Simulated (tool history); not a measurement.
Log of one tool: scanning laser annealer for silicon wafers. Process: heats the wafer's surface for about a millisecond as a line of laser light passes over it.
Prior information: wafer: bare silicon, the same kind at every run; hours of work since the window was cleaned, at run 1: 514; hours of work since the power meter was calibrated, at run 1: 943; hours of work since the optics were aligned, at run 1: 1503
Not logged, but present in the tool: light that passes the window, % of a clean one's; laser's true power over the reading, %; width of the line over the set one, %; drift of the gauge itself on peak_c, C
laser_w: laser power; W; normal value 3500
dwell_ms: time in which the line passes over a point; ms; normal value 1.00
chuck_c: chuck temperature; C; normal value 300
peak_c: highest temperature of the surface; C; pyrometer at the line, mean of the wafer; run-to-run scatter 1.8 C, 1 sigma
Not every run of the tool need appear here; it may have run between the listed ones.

| run | day | laser_w | dwell_ms | chuck_c | hours of work since the window was cleaned | hours of work since the power meter was calibrated | hours of work since the optics were aligned | peak_c |
|---|---|---|---|---|---|---|---|---|
| 1 | 0.000 | 3500 | 1.00 | 300 | 514 | 943 | 1503 | 957 |
| 2 | 1.392 | 3500 | 1.00 | 300 | 533 | 961 | 1522 | 955 |
| 3 | 3.146 | 3500 | 1.00 | 300 | 556 | 984 | 1544 | 958 |
| 4 | 5.054 | 3500 | 1.00 | 300 | 581 | 1009 | 1569 | 958 |
| 5 | 7.038 | 3500 | 1.00 | 331 | 606 | 1035 | 1595 | 985 |
| 6 | 9.021 | 3500 | 1.00 | 331 | 632 | 1061 | 1621 | 981 |
|  | 10.300 | optics aligned, line set to its width |
| 7 | 10.358 | 3500 | 1.00 | 331 | 647 | 1076 | 1 | 997 |
| 8 | 12.012 | 3500 | 1.00 | 266 | 669 | 1097 | 22 | 928 |
| 9 | 13.583 | 3500 | 1.00 | 266 | 689 | 1118 | 43 | 928 |
| 10 | 15.350 | 3139 | 1.00 | 300 | 712 | 1141 | 66 | 881 |
| 11 | 17.196 | 3022 | 1.00 | 300 | 736 | 1165 | 90 | 856 |
| 12 | 18.838 | 3500 | 1.00 | 300 | 758 | 1187 | 112 | 960 |
| 13 | 20.671 | 3500 | 1.05 | 300 | 782 | 1211 | 136 | 977 |
| 14 | 21.992 | 3500 | 1.05 | 300 | 799 | 1228 | 153 | 972 |
| 15 | 23.900 | 3500 | 1.00 | 300 | 824 | 1253 | 178 | 954 |
|  | 24.971 | window over the wafer cleaned |
| 16 | 25.583 | 3500 | 0.82 | 300 | 8 | 1274 | 199 | 915 |
| 17 | 27.146 | 3500 | 0.82 | 300 | 28 | 1294 | 219 | 907 |
| 18 | 28.375 | 3500 | 0.82 | 300 | 44 | 1310 | 235 | 911 |
|  | 28.600 | laser's power meter calibrated |
| 19 | 29.488 | 3500 | 0.82 | 300 | 57 | 12 | 248 | 907 |
| 20 | 31.292 | 3500 | 0.82 | 300 | 81 | 35 | 272 | 906 |
| 21 | 32.092 | 3500 | 0.82 | 300 | 91 | 46 | 282 | 905 |
| 22 | 33.325 | 3805 | 0.82 | 328 | 108 | 62 | 298 | 994 |
|  | 34.750 | laser's power meter calibrated, once more |
| 23 | 34.858 | 3785 | 1.04 | 332 | 126 | 1 | 317 | 1108 |
| 24 | 35.683 | 3785 | 1.04 | 332 | 137 | 12 | 327 | 1110 |
| 25 | 36.983 | 3454 | 1.16 | 300 | 154 | 29 | 344 | 1044 |
| 26 | 38.054 | 3500 | 0.78 | 298 | 168 | 43 | 358 | 897 |
| 27 | 39.767 | 3500 | 0.78 | 298 | 190 | 66 | 381 | 896 |
| 28 | 41.333 | 3658 | 1.00 | 311 | 211 | 86 | 401 | 1036 |
| 29 | 42.783 | 3214 | 0.70 | 261 | 229 | 105 | 420 | 762 |
| 30 | 44.154 | 3214 | 0.70 | 261 | 247 | 123 | 438 | 761 |
| 31 | 45.750 | 3814 | 1.10 | 332 | 268 | 144 | 459 | 1135 |
| 32 | 47.671 | 3768 | 1.07 | 303 | 293 | 169 | 484 | 1081 |
| 33 | 49.350 | 3768 | 1.18 | 316 | 315 | 191 | 506 | 1138 |
| 34 | 50.371 | 3500 | 0.99 | 325 | 329 | 204 | 519 | 1000 |
| 35 | 51.983 | 3551 | 1.15 | 310 | 350 | 225 | 540 | 1064 |
| 36 | 53.358 | 3551 | 1.15 | 310 | 368 | 243 | 558 | 1060 |
| 37 | 54.467 | 3820 | 0.71 | 338 | 382 | 258 | 573 | 953 |
| 38 | 55.792 | 3634 | 0.90 | 300 | 399 | 275 | 590 | 964 |
| 39 | 56.929 | 3192 | 0.90 | 273 | 414 | 290 | 605 | 847 |
| 40 | 58.508 | 3096 | 1.08 | 328 | 435 | 310 | 626 | 940 |

5 options for the next run, each taken on its own from the tool as it stands now. Forecast them:
| A | 59.350 | 3500 | 1.00 | 291 | 446 | 321 | 637 | ? |
| B | 59.350 | 3500 | 1.00 | 270 | 446 | 321 | 637 | ? |
| C | 59.350 | 3569 | 0.95 | 300 | 446 | 321 | 637 | ? |
| D | 59.350 | 3500 | 1.25 | 330 | 446 | 321 | 637 | ? |
| E | 59.350 | 3500 | 1.00 | 263 | 446 | 321 | 637 | ? |

| run | peak_c |
|---|---|
| A | 967 |
| B | 942 |
| C | 970 |
| D | 1101 |
| E | 936 |
What these runs would have given with no unlogged condition in the tool:
| run | peak_c |
|---|---|
| A | 992 |
| B | 968 |
| C | 996 |
| D | 1131 |
| E | 962 |

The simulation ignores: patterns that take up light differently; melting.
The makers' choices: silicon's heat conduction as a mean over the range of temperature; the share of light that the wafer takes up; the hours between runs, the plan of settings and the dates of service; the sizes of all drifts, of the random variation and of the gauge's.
